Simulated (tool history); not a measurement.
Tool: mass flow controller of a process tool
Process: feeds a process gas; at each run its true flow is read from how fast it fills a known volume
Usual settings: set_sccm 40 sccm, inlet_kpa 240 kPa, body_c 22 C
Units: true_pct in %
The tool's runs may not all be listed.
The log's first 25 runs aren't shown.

run     day  set_sccm  inlet_kpa  body_c  true_pct
 26  67.388        11        252      26     97.03
 27  71.088        11        252      26     96.98
 28  73.683        48        167      26    100.15
 29  75.942        48        167      26    100.02
 30   79.05        48        167      26    100.13
 31  82.875        48        167      26    100.11
 32  85.796        40        155      28     99.53
 33  89.442        40        155      28      99.4
 34  93.029        40        155      28     99.36
 35  96.842        40        155      28     99.42
 36  99.504        12        253      37     96.16

3 ways to go on from here, each from the tool as it stands after run 36. What would each give?
  A  101.642        24        247      26         ?
  B  101.642        12        253      34         ?
  C  101.642        14        268      22         ?

run  true_pct
  A        98
  B     96.52
  C     97.37
Without the tool's hidden state the same runs would have given:
run  true_pct
  A     97.98
  B      96.5
  C     97.35
